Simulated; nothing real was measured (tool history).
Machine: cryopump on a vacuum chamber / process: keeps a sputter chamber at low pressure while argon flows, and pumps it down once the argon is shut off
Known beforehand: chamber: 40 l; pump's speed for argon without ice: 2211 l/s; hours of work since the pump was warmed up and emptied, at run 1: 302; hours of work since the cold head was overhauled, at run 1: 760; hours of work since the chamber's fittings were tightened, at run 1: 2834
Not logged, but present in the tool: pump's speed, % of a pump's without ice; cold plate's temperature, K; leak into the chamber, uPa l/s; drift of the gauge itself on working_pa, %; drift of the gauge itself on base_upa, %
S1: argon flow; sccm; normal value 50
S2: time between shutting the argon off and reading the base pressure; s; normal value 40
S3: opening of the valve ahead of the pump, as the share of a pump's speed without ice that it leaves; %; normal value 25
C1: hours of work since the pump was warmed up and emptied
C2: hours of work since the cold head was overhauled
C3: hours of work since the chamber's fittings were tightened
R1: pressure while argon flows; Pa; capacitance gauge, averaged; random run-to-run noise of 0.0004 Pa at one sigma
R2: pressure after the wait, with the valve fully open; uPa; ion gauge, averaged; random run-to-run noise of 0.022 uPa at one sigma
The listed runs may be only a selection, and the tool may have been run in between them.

{"run": 1, "day": 0.0, "S1": 50, "S2": 40, "S3": 25, "C1": 302, "C2": 760, "C3": 2834, "R1": 0.1578, "R2": 1.25}
{"run": 2, "day": 0.771, "S1": 50, "S2": 40, "S3": 25, "C1": 314, "C2": 772, "C3": 2846, "R1": 0.1565, "R2": 1.27}
{"run": 3, "day": 2.146, "S1": 50, "S2": 40, "S3": 25, "C1": 336, "C2": 793, "C3": 2868, "R1": 0.159, "R2": 1.29}
{"run": 4, "day": 3.333, "S1": 50, "S2": 40, "S3": 25, "C1": 354, "C2": 812, "C3": 2886, "R1": 0.1587, "R2": 1.32}
{"run": 5, "day": 4.45, "S1": 50, "S2": 40, "S3": 25, "C1": 372, "C2": 829, "C3": 2904, "R1": 0.1586, "R2": 1.27}
{"run": 6, "day": 6.021, "S1": 50, "S2": 40, "S3": 25, "C1": 396, "C2": 854, "C3": 2928, "R1": 0.1592, "R2": 1.27}
{"run": 7, "day": 6.754, "S1": 50, "S2": 40, "S3": 25, "C1": 407, "C2": 865, "C3": 2939, "R1": 0.1584, "R2": 1.3}
{"run": 8, "day": 8.129, "S1": 50, "S2": 40, "S3": 25, "C1": 429, "C2": 886, "C3": 2961, "R1": 0.1598, "R2": 1.31}
{"day": 8.404, "done": "pump warmed up, emptied and cooled again"}
{"run": 9, "day": 9.667, "S1": 50, "S2": 121, "S3": 25, "C1": 20, "C2": 907, "C3": 2982, "R1": 0.154, "R2": 0.8}
{"run": 10, "day": 10.321, "S1": 50, "S2": 40, "S3": 25, "C1": 30, "C2": 917, "C3": 2992, "R1": 0.154, "R2": 1.19}
{"run": 11, "day": 11.854, "S1": 55, "S2": 40, "S3": 52, "C1": 54, "C2": 941, "C3": 3016, "R1": 0.0823, "R2": 1.28}
{"run": 12, "day": 13.325, "S1": 44, "S2": 22, "S3": 44, "C1": 77, "C2": 964, "C3": 3039, "R1": 0.0777, "R2": 1.67}
{"run": 13, "day": 14.317, "S1": 32, "S2": 22, "S3": 44, "C1": 92, "C2": 979, "C3": 3054, "R1": 0.0567, "R2": 1.65}
{"run": 14, "day": 15.162, "S1": 32, "S2": 22, "S3": 44, "C1": 105, "C2": 993, "C3": 3067, "R1": 0.0566, "R2": 1.71}
{"run": 15, "day": 16.388, "S1": 46, "S2": 40, "S3": 25, "C1": 124, "C2": 1012, "C3": 3086, "R1": 0.143, "R2": 1.26}
{"run": 16, "day": 17.888, "S1": 46, "S2": 40, "S3": 25, "C1": 148, "C2": 1035, "C3": 3110, "R1": 0.1427, "R2": 1.22}
{"run": 17, "day": 19.062, "S1": 25, "S2": 40, "S3": 18, "C1": 166, "C2": 1053, "C3": 3128, "R1": 0.1081, "R2": 1.3}
{"run": 18, "day": 20.046, "S1": 25, "S2": 40, "S3": 18, "C1": 181, "C2": 1069, "C3": 3143, "R1": 0.1078, "R2": 1.29}
{"run": 19, "day": 21.004, "S1": 25, "S2": 40, "S3": 18, "C1": 196, "C2": 1084, "C3": 3158, "R1": 0.1079, "R2": 1.29}

Predict each of these 4 candidate next runs independently; none follows another, all start after run 19:
{"run": "A", "day": 22.529, "S1": 58, "S2": 50, "S3": 23, "C1": 220, "C2": 1107, "C3": 3182, "R1": "?", "R2": "?"}
{"run": "B", "day": 22.529, "S1": 50, "S2": 26, "S3": 44, "C1": 220, "C2": 1107, "C3": 3182, "R1": "?", "R2": "?"}
{"run": "C", "day": 22.529, "S1": 50, "S2": 21, "S3": 25, "C1": 220, "C2": 1107, "C3": 3182, "R1": "?", "R2": "?"}
{"run": "D", "day": 22.529, "S1": 73, "S2": 40, "S3": 18, "C1": 220, "C2": 1107, "C3": 3182, "R1": "?", "R2": "?"}

run=A R1=0.1975 R2=1.22
run=B R1=0.0904 R2=1.65
run=C R1=0.1571 R2=1.84
run=D R1=0.3153 R2=1.31
Stripped of hidden state, with their random variation kept, the same runs would have yielded:
run=A R1=0.1929 R2=0.57
run=B R1=0.0864 R2=1
run=C R1=0.1532 R2=1.19
run=D R1=0.3095 R2=0.66
